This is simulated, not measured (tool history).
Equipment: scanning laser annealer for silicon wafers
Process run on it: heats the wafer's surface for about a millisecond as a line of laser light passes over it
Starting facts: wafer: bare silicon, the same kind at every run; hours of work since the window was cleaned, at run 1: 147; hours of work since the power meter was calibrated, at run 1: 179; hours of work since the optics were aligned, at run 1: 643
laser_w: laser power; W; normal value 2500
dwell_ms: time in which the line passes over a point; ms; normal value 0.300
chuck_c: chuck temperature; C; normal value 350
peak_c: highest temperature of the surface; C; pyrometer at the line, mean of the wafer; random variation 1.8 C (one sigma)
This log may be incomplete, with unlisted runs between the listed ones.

run	hour	laser_w	dwell_ms	chuck_c	hours of work since the window was cleaned	hours of work since the power meter was calibrated	hours of work since the optics were aligned	peak_c
1	0.0	2500	0.300	350	147	179	643	1040
2	12.9	2500	0.300	350	154	186	650	1041
3	31.8	2500	0.300	350	164	196	660	1042
4	45.6	2500	0.300	350	171	204	667	1035
5	67.8	2500	0.300	350	183	216	679	1038
6	90.1	2500	0.300	350	195	228	691	1034
7	111.8	2500	0.300	350	206	239	703	1038
# hour 115.1: window over the wafer cleaned
8	132.8	2500	0.300	332	9	249	713	1015
9	146.8	2500	0.300	354	17	257	720	1034
10	176.0	2300	0.361	378	32	272	736	1042
11	190.8	2300	0.361	378	40	280	744	1039
12	208.4	2300	0.361	378	50	290	753	1044
13	228.0	2300	0.361	378	60	300	763	1037
# hour 248.0: window over the wafer cleaned, once more
14	257.4	2236	0.373	388	5	315	778	1050
15	276.3	2585	0.285	350	15	325	788	1055
16	294.8	2162	0.300	350	25	335	798	921

Below are 5 alternative next runs, each starting from the tool's condition after run 16. Predict each:
A	312.2	2162	0.300	342	34	344	807	?
B	312.2	2162	0.325	335	34	344	807	?
C	312.2	2162	0.347	314	34	344	807	?
D	312.2	2608	0.271	389	34	344	807	?
E	312.2	2228	0.239	377	34	344	807	?

run	peak_c
A	915
B	928
C	921
D	1089
E	917
The same runs, with their run-to-run variation unchanged, on a tool lacking any hidden condition would have given:
run	peak_c
A	934
B	947
C	941
D	1112
E	935
